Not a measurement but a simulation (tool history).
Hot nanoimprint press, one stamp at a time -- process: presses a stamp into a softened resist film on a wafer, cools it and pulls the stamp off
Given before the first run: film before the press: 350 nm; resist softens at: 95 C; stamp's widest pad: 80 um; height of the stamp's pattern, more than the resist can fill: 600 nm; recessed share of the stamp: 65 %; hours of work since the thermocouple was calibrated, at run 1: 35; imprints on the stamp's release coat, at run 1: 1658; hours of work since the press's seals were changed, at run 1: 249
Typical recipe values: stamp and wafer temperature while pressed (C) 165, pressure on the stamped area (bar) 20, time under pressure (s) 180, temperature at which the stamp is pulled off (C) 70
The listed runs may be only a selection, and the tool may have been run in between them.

run   hour  stamp and wafer temperature while pressed (C)  pressure on the stamped area (bar)  time under pressure (s)  temperature at which the stamp is pulled off (C)  hours of work since the thermocouple was calibrated  imprints on the stamp's release coat  hours of work since the press's seals were changed  resist left under the stamp's widest pad (nm)  greatest force while the stamp is pulled off (N)
  1      0                                            165                                  20                      180                                                70                                                   35                                  1658                                                 249                                          189.8                                               175
  2    7.8                                            165                                  20                      180                                                70                                                   39                                  1679                                                 253                                          190.4                                               177
  3   16.7                                            165                                23.7                      180                                                70                                                   44                                  1703                                                 258                                          177.3                                               170
  4   24.9                                            165                                23.7                      180                                                70                                                   49                                  1726                                                 263                                          177.2                                               179
  5   32.2                                            165                                23.7                      180                                                70                                                   53                                  1745                                                 267                                          177.3                                               177
  6   43.1                                            165                                23.7                      118                                                70                                                   60                                  1775                                                 274                                          204.9                                               179
  7   50.4                                            165                                  20                      234                                                70                                                   64                                  1795                                                 278                                          171.9                                               178
  8   58.2                                            165                                  20                      234                                                70                                                   68                                  1816                                                 282                                            171                                               183
  9   66.2                                            165                                26.9                      234                                                70                                                   73                                  1838                                                 287                                          152.9                                               180
 10   71.7                                            165                                26.9                      200                                                70                                                   76                                  1853                                                 290                                          160.6                                               182
 11     77                                            165                                  20                      103                                                70                                                   79                                  1867                                                 293                                          222.6                                               188
 12   82.8                                            165                                  20                      103                                                70                                                   83                                  1883                                                 297                                            222                                               184
      93.2  -- stamp cleaned and given a new release coat
 13  100.6                                            165                                  20                      103                                                70                                                   90                                    20                                                 304                                          224.2                                               114
 14    111                                            165                                  20                      180                                                70                                                   96                                    48                                                 310                                          187.2                                               119
 15  120.3                                            165                                  20                      180                                                70                                                  101                                    73                                                 315                                          187.8                                               120
 16  128.7                                            165                                  20                      180                                                70                                                  106                                    96                                                 320                                          187.9                                               118
 17  139.1                                            165                                21.7                      180                                                70                                                  112                                   124                                                 326                                          182.3                                               121
 18  150.6                                            171                                  20                      108                                                70                                                  119                                   156                                                 333                                          182.5                                               119
 19  160.7                                            173                                19.8                      190                                                67                                                  125                                   183                                                 339                                          135.9                                               124
 20  172.2                                            159                                  20                      112                                                63                                                  131                                   214                                                 345                                          260.4                                               143
 21  185.1                                            165                                14.9                      180                                                70                                                  139                                   249                                                 353                                          209.7                                               130
 22  195.9                                            165                                14.9                      180                                                70                                                  145                                   279                                                 359                                          211.2                                               122
 23  207.8                                            165                                23.9                      180                                                58                                                  152                                   311                                                 366                                          175.2                                               160
 24  219.5                                            161                                  16                      180                                                64                                                  159                                   343                                                 373                                          229.3                                               145
 25  226.2                                            163                                  20                      198                                                70                                                  163                                   361                                                 377                                          196.2                                               126
 26  236.3                                            163                                  20                      198                                                70                                                  169                                   388                                                 383                                          193.2                                               122
 27  242.6                                            163                                  20                      198                                                70                                                  172                                   406                                                 386                                          191.6                                               128
 28  250.6                                            165                                29.4                      180                                                65                                                  177                                   427                                                 391                                          163.2                                               149
 29  256.2                                            165                                29.4                      180                                                65                                                  180                                   442                                                 394                                          161.1                                               149
 30  266.9                                            165                                29.4                      180                                                65                                                  186                                   471                                                 401                                          161.4                                               148
 31  274.1                                            165                                29.4                      180                                                65                                                  191                                   491                                                 405                                          160.6                                               147

Alternative continuations, all from the tool just after run 31; predict every row:
  A  286.1                                            165                                13.4                      180                                                65                                                  198                                   524                                                 412                                              ?                                                 ?
  B  286.1                                            165                                  15                      180                                                65                                                  198                                   524                                                 412                                              ?                                                 ?
  C  286.1                                            165                                  20                      101                                                70                                                  198                                   524                                                 412                                              ?                                                 ?

run  resist left under the stamp's widest pad (nm)  greatest force while the stamp is pulled off (N)
  A                                          214.8                                               149
  B                                          205.9                                               143
  C                                          222.4                                               136
Stripped of hidden state, with their random variation kept, the same runs would have yielded:
run  resist left under the stamp's widest pad (nm)  greatest force while the stamp is pulled off (N)
  A                                          217.7                                               132
  B                                          208.7                                               127
  C                                          224.6                                               121
